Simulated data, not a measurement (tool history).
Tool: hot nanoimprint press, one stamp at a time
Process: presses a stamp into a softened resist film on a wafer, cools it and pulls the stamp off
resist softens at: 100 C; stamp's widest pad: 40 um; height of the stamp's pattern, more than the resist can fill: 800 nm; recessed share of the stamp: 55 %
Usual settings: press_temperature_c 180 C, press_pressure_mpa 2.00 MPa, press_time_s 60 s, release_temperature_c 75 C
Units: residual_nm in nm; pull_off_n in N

| run | hour | press_temperature_c | press_pressure_mpa | press_time_s | release_temperature_c | residual_nm | pull_off_n |
|---|---|---|---|---|---|---|---|
| 1 | 0.0 | 180 | 2.00 | 60 | 75 | 171.7 | 199 |
| 2 | 26.1 | 180 | 2.00 | 60 | 75 | 171.8 | 197 |
| 3 | 45.1 | 180 | 2.00 | 60 | 75 | 171.0 | 195 |
| 4 | 70.1 | 175 | 2.00 | 60 | 75 | 199.7 | 192 |
|  | 104.3 | stamp cleaned and given a new release coat |
| 5 | 104.3 | 175 | 2.00 | 60 | 75 | 199.6 | 197 |
| 6 | 121.9 | 180 | 2.00 | 60 | 75 | 171.9 | 201 |
|  | 132.7 | plate thermocouple calibrated |
| 7 | 165.1 | 180 | 2.00 | 60 | 75 | 172.2 | 202 |
| 8 | 197.1 | 180 | 2.00 | 60 | 75 | 172.1 | 200 |
| 9 | 214.9 | 180 | 2.00 | 60 | 75 | 172.0 | 198 |
| 10 | 235.1 | 180 | 1.90 | 60 | 75 | 175.3 | 197 |
| 11 | 267.9 | 180 | 2.00 | 60 | 75 | 172.4 | 203 |
| 12 | 299.4 | 180 | 2.00 | 60 | 75 | 172.4 | 202 |
| 13 | 316.4 | 179 | 3.06 | 44 | 80 | 167.6 | 188 |
| 14 | 348.4 | 179 | 2.23 | 65 | 62 | 164.3 | 224 |
|  | 372.0 | stamp cleaned and given a new release coat |
| 15 | 372.8 | 179 | 2.24 | 65 | 67 | 164.1 | 212 |
| 16 | 398.7 | 186 | 1.50 | 60 | 75 | 163.6 | 193 |
| 17 | 437.7 | 186 | 1.50 | 60 | 75 | 164.1 | 199 |
| 18 | 469.4 | 180 | 1.59 | 60 | 75 | 190.2 | 198 |
| 19 | 486.4 | 180 | 2.29 | 60 | 67 | 162.8 | 213 |
| 20 | 514.1 | 180 | 2.00 | 85 | 75 | 149.8 | 199 |
|  | 527.0 | plate thermocouple calibrated |
| 21 | 541.7 | 180 | 2.00 | 85 | 75 | 149.8 | 201 |
|  | 548.6 | gauge calibrated |
| 22 | 573.3 | 180 | 2.40 | 85 | 75 | 137.0 | 195 |
| 23 | 593.2 | 180 | 2.00 | 44 | 75 | 194.1 | 202 |
| 24 | 623.3 | 180 | 2.00 | 44 | 75 | 194.0 | 194 |

Forecast each of these 4 alternatives for the next run:
|  | 641.1 | stamp cleaned and given a new release coat |
| A | 652.7 | 180 | 2.57 | 60 | 75 | ? | ? |
|  | 641.1 | stamp cleaned and given a new release coat |
| B | 652.7 | 180 | 2.00 | 60 | 69 | ? | ? |
|  | 641.1 | stamp cleaned and given a new release coat |
| C | 652.7 | 175 | 2.00 | 46 | 75 | ? | ? |
|  | 641.1 | stamp cleaned and given a new release coat |
| D | 652.7 | 180 | 2.00 | 44 | 76 | ? | ? |

| run | residual_nm | pull_off_n |
|---|---|---|
| A | 154.2 | 204 |
| B | 171.7 | 207 |
| C | 219.3 | 199 |
| D | 194.0 | 193 |
Without the tool's hidden state the same runs would have given:
| run | residual_nm | pull_off_n |
|---|---|---|
| A | 153.9 | 204 |
| B | 171.4 | 206 |
| C | 218.9 | 199 |
| D | 193.6 | 193 |
